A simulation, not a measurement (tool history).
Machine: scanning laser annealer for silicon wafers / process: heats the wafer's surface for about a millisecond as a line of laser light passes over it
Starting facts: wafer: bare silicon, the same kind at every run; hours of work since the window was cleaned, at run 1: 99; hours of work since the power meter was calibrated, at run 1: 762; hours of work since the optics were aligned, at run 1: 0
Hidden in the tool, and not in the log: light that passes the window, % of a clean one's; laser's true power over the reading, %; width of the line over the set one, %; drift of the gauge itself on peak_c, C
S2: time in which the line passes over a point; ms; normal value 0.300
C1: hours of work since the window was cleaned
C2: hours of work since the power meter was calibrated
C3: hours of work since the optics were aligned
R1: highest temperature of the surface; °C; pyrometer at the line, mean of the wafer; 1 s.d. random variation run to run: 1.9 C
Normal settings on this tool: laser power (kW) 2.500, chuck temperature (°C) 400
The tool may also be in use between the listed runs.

Run 1, hour 0.0: usual settings; C1 99; C2 762; C3 0. Result: R1 1129 °C.
Run 2, hour 28.6: usual settings but chuck temperature (°C) 379; C1 115; C2 778; C3 16. Result: R1 1106 °C.
Run 3, hour 43.3: usual settings but chuck temperature (°C) 379; C1 123; C2 786; C3 24. Result: R1 1106 °C.
Run 4, hour 57.5: usual settings but chuck temperature (°C) 379; C1 131; C2 794; C3 32. Result: R1 1106 °C.
At hour 62.9: laser's power meter calibrated.
Run 5, hour 92.1: usual settings but chuck temperature (°C) 379; C1 148; C2 16; C3 49. Result: R1 1103 °C.
Run 6, hour 106.5: usual settings but S2 0.236 ms, chuck temperature (°C) 379; C1 156; C2 24; C3 57. Result: R1 1030 °C.
Run 7, hour 127.0: usual settings but laser power (kW) 2.177, S2 0.366 ms, chuck temperature (°C) 437; C1 168; C2 35; C3 68. Result: R1 1133 °C.
Run 8, hour 144.2: usual settings but laser power (kW) 2.709, S2 0.366 ms, chuck temperature (°C) 437; C1 177; C2 45; C3 78. Result: R1 1296 °C.
Run 9, hour 167.3: usual settings but laser power (kW) 2.438, S2 0.365 ms, chuck temperature (°C) 438; C1 190; C2 58; C3 91. Result: R1 1210 °C.
At hour 185.2: laser's power meter calibrated, once more.
Run 10, hour 195.3: usual settings but S2 0.289 ms; C1 204; C2 6; C3 105. Result: R1 1103 °C.
Run 11, hour 228.1: usual settings but laser power (kW) 2.381, S2 0.241 ms; C1 222; C2 24; C3 123. Result: R1 1018 °C.

Run 12 comes next. What will it give?
Run 12, hour 254.2: usual settings but laser power (kW) 2.601, S2 0.241 ms, chuck temperature (°C) 389; C1 236; C2 38; C3 137. Result: R1 ?.

{"run 12": {"R1": 1060}}
The same run, on a tool lacking any hidden state, would have yielded R1 1074 °C.

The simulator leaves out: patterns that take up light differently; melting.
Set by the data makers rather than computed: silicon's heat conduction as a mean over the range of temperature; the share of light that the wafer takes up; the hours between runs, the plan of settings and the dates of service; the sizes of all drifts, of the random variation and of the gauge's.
